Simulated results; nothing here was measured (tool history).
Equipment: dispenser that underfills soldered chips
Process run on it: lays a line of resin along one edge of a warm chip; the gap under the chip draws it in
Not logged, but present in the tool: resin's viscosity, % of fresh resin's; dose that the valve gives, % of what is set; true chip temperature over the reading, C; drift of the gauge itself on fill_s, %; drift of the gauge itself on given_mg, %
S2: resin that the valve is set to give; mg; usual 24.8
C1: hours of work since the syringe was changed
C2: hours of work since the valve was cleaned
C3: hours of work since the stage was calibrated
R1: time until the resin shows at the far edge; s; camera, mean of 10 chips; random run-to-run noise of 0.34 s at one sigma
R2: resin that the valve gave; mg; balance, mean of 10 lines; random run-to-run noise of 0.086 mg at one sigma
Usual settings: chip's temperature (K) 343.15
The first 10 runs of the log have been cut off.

{"hour": 62.7, "done": "new syringe of resin"}
{"run": 11, "hour": 68.8, "chip's temperature (K)": 343.15, "S2": 24.8, "C1": 5, "C2": 61, "C3": 235, "R1": 24.6, "R2": 23.83}
{"hour": 70.9, "done": "new syringe of resin"}
{"run": 12, "hour": 76.7, "chip's temperature (K)": 343.15, "S2": 24.8, "C1": 5, "C2": 67, "C3": 241, "R1": 25.0, "R2": 23.57}
{"hour": 79.4, "done": "new syringe of resin"}
{"hour": 80.9, "done": "dispensing valve cleaned and set on the balance"}
{"run": 13, "hour": 84.8, "chip's temperature (K)": 343.15, "S2": 24.8, "C1": 4, "C2": 3, "C3": 246, "R1": 22.9, "R2": 24.74}
{"hour": 89.0, "done": "new syringe of resin"}
{"run": 14, "hour": 92.1, "chip's temperature (K)": 345.15, "S2": 24.8, "C1": 2, "C2": 9, "C3": 252, "R1": 19.3, "R2": 24.49}
{"hour": 97.4, "done": "new syringe of resin"}
{"run": 15, "hour": 97.8, "chip's temperature (K)": 343.15, "S2": 24.8, "C1": 0, "C2": 13, "C3": 256, "R1": 17.6, "R2": 24.44}
{"run": 16, "hour": 103.7, "chip's temperature (K)": 343.15, "S2": 26.1, "C1": 5, "C2": 18, "C3": 261, "R1": 24.7, "R2": 25.62}
{"hour": 105.9, "done": "new syringe of resin"}
{"run": 17, "hour": 108.9, "chip's temperature (K)": 343.15, "S2": 26.1, "C1": 2, "C2": 22, "C3": 265, "R1": 19.8, "R2": 25.49}
{"hour": 114.1, "done": "new syringe of resin"}
{"run": 18, "hour": 116.2, "chip's temperature (K)": 332.15, "S2": 23.6, "C1": 2, "C2": 27, "C3": 270, "R1": 34.8, "R2": 23.28}
{"hour": 122.6, "done": "new syringe of resin"}
{"run": 19, "hour": 123.5, "chip's temperature (K)": 332.15, "S2": 23.6, "C1": 1, "C2": 33, "C3": 276, "R1": 32.4, "R2": 23.06}
{"run": 20, "hour": 127.0, "chip's temperature (K)": 332.15, "S2": 31.6, "C1": 3, "C2": 35, "C3": 278, "R1": 38.8, "R2": 31.01}
{"hour": 131.4, "done": "new syringe of resin"}
{"run": 21, "hour": 132.9, "chip's temperature (K)": 329.15, "S2": 30.2, "C1": 1, "C2": 40, "C3": 283, "R1": 38.2, "R2": 29.42}
{"run": 22, "hour": 138.6, "chip's temperature (K)": 347.15, "S2": 30.5, "C1": 6, "C2": 44, "C3": 287, "R1": 22.2, "R2": 29.49}
{"hour": 140.0, "done": "new syringe of resin"}
{"run": 23, "hour": 144.8, "chip's temperature (K)": 350.15, "S2": 23.2, "C1": 4, "C2": 49, "C3": 292, "R1": 17.0, "R2": 22.48}
{"hour": 148.6, "done": "new syringe of resin"}
{"run": 24, "hour": 151.3, "chip's temperature (K)": 343.15, "S2": 24.8, "C1": 2, "C2": 54, "C3": 297, "R1": 21.1, "R2": 23.92}
{"hour": 156.9, "done": "new syringe of resin"}
{"run": 25, "hour": 157.3, "chip's temperature (K)": 329.15, "S2": 21.1, "C1": 0, "C2": 59, "C3": 302, "R1": 38.0, "R2": 20.26}
{"run": 26, "hour": 162.2, "chip's temperature (K)": 329.15, "S2": 21.1, "C1": 4, "C2": 63, "C3": 305, "R1": 50.4, "R2": 20.04}
{"hour": 165.2, "done": "new syringe of resin"}
{"run": 27, "hour": 165.8, "chip's temperature (K)": 342.15, "S2": 25.3, "C1": 0, "C2": 65, "C3": 308, "R1": 18.9, "R2": 24.21}
{"run": 28, "hour": 171.0, "chip's temperature (K)": 357.15, "S2": 21.4, "C1": 5, "C2": 69, "C3": 312, "R1": 12.9, "R2": 20.39}
{"hour": 172.4, "done": "dispensing valve cleaned and set on the balance"}
{"hour": 174.5, "done": "new syringe of resin"}
{"run": 29, "hour": 176.6, "chip's temperature (K)": 357.15, "S2": 21.4, "C1": 2, "C2": 3, "C3": 316, "R1": 10.7, "R2": 21.42}
{"hour": 182.9, "done": "new syringe of resin"}
{"run": 30, "hour": 184.9, "chip's temperature (K)": 329.15, "S2": 26.9, "C1": 2, "C2": 9, "C3": 322, "R1": 40.7, "R2": 26.62}
{"run": 31, "hour": 189.5, "chip's temperature (K)": 328.15, "S2": 26.1, "C1": 5, "C2": 13, "C3": 326, "R1": 56.7, "R2": 25.93}
{"hour": 191.2, "done": "new syringe of resin"}
{"run": 32, "hour": 193.1, "chip's temperature (K)": 331.15, "S2": 24.9, "C1": 1, "C2": 16, "C3": 328, "R1": 37.3, "R2": 24.52}
{"hour": 200.0, "done": "new syringe of resin"}
{"run": 33, "hour": 201.5, "chip's temperature (K)": 331.15, "S2": 24.9, "C1": 1, "C2": 22, "C3": 335, "R1": 36.0, "R2": 24.5}
{"hour": 208.5, "done": "new syringe of resin"}
{"run": 34, "hour": 209.3, "chip's temperature (K)": 350.15, "S2": 22.7, "C1": 1, "C2": 28, "C3": 341, "R1": 13.8, "R2": 22.25}

Predict each of these 5 candidate next runs independently; none follows another, all start after run 34:
{"run": "A", "hour": 215.6, "chip's temperature (K)": 329.15, "S2": 24.6, "C1": 6, "C2": 33, "C3": 346, "R1": "?", "R2": "?"}
{"run": "B", "hour": 215.6, "chip's temperature (K)": 352.15, "S2": 30.6, "C1": 6, "C2": 33, "C3": 346, "R1": "?", "R2": "?"}
{"run": "C", "hour": 215.6, "chip's temperature (K)": 350.15, "S2": 25.4, "C1": 6, "C2": 33, "C3": 346, "R1": "?", "R2": "?"}
{"run": "D", "hour": 215.6, "chip's temperature (K)": 342.15, "S2": 26.8, "C1": 6, "C2": 33, "C3": 346, "R1": "?", "R2": "?"}
{"run": "E", "hour": 215.6, "chip's temperature (K)": 356.15, "S2": 28.7, "C1": 6, "C2": 33, "C3": 346, "R1": "?", "R2": "?"}

run=A R1=54.8 R2=23.95
run=B R1=17.0 R2=29.93
run=C R1=18.8 R2=24.86
run=D R1=27.2 R2=26.23
run=E R1=14.3 R2=28.33
Take away the tool's hidden state, keep each run's random variation, and the runs would have read:
run=A R1=34.3 R2=24.47
run=B R1=10.7 R2=30.57
run=C R1=11.9 R2=25.40
run=D R1=17.0 R2=26.80
run=E R1=9.1 R2=28.93
